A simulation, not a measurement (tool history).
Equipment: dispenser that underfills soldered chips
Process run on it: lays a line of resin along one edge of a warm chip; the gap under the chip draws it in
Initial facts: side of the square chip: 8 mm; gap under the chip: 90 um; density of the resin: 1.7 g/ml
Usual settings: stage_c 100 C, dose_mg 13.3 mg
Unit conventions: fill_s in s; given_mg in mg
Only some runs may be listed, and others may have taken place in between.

run   hour  stage_c  dose_mg  fill_s  given_mg
  1      0      100     13.3    40.1     12.72
       1.7  -- new syringe of resin
       5.4  -- dispensing valve cleaned and set on the balance
  2    8.4      100     14.9    30.6     14.98
  3   16.4      100     14.9    36.8     14.72
      19.7  -- new syringe of resin
  4   25.8      109     13.3    21.6      13.2
      37.3  -- new syringe of resin
  5     40      115     13.3      16     13.12
  6   49.3      100     13.6    33.7     13.37
      54.9  -- new syringe of resin
  7   61.8      100     13.6    32.3     13.26
      71.9  -- new syringe of resin
  8   76.7      100     13.6    29.7     13.22
        89  -- new syringe of resin
  9   89.9      111     13.3    17.7     12.89
 10  104.7      111     13.3    25.6     12.78
     106.2  -- new syringe of resin
 11  117.4      111     13.3    23.3     12.81
     123.7  -- new syringe of resin
 12  128.2      111     13.3    19.2     12.78
     135.4  -- dispensing valve cleaned and set on the balance
 13  139.8      100     11.5    39.3     11.45
     141.8  -- new syringe of resin
 14  151.7      100     11.8    35.2     11.71
     159.7  -- new syringe of resin
 15  160.6      100     12.9    28.3     12.81
 16  168.1      100     12.9    32.9     12.65
 17  174.6      100     12.9    38.2     12.73
     177.3  -- new syringe of resin
 18  182.7      111     13.3    20.3     13.15
 19  191.2       90     15.6    52.9     15.25
     194.7  -- new syringe of resin
 20    200       90     15.6    42.9     15.34
 21    211      114     13.1    23.1     12.83
     212.7  -- new syringe of resin
 22  223.7      114     14.4    19.3     13.92
     229.6  -- new syringe of resin
 23  234.2       88     14.4    47.6     13.88
     246.7  -- new syringe of resin
 24  246.7      112     12.8    17.5     12.39
 25  253.9      107     11.8    25.7     11.23
     264.7  -- new syringe of resin
     265.7  -- dispensing valve cleaned and set on the balance
 26  269.9      107     11.8    23.8     11.78
     282.9  -- new syringe of resin
 27  284.2      107     11.8    21.6     11.79
 28  294.3       93     16.9    43.4      16.7
     300.1  -- new syringe of resin
 29  306.7       93     16.9    38.6     16.54
     316.9  -- new syringe of resin
 30  317.5       97     11.5    31.7     11.36
 31  326.2      111     16.6    20.8      16.4
     334.5  -- new syringe of resin
 32  339.7      111     16.6    19.1     16.21
 33  350.9      103       17    33.5     16.48
     351.9  -- new syringe of resin
 34  362.8      101     12.5    32.8     12.04

Each row is a separate what-if for the run after 34, all from the same tool condition, not one after another. Results?
     369.4  -- new syringe of resin
  A  376.8       88       16       ?         ?
     369.4  -- new syringe of resin
  B  376.8      101     15.3       ?         ?
     369.4  -- new syringe of resin
  C  376.8      101     17.2       ?         ?
     369.4  -- new syringe of resin
  D  376.8       92     13.9       ?         ?

run  fill_s  given_mg
  A    49.7      15.4
  B    29.7     14.76
  C    28.5     16.66
  D    42.4     13.39
Had the tool no hidden state, the same runs would have come out as:
run  fill_s  given_mg
  A    45.4     16.01
  B      27     15.33
  C    25.9     17.31
  D    38.5     13.91
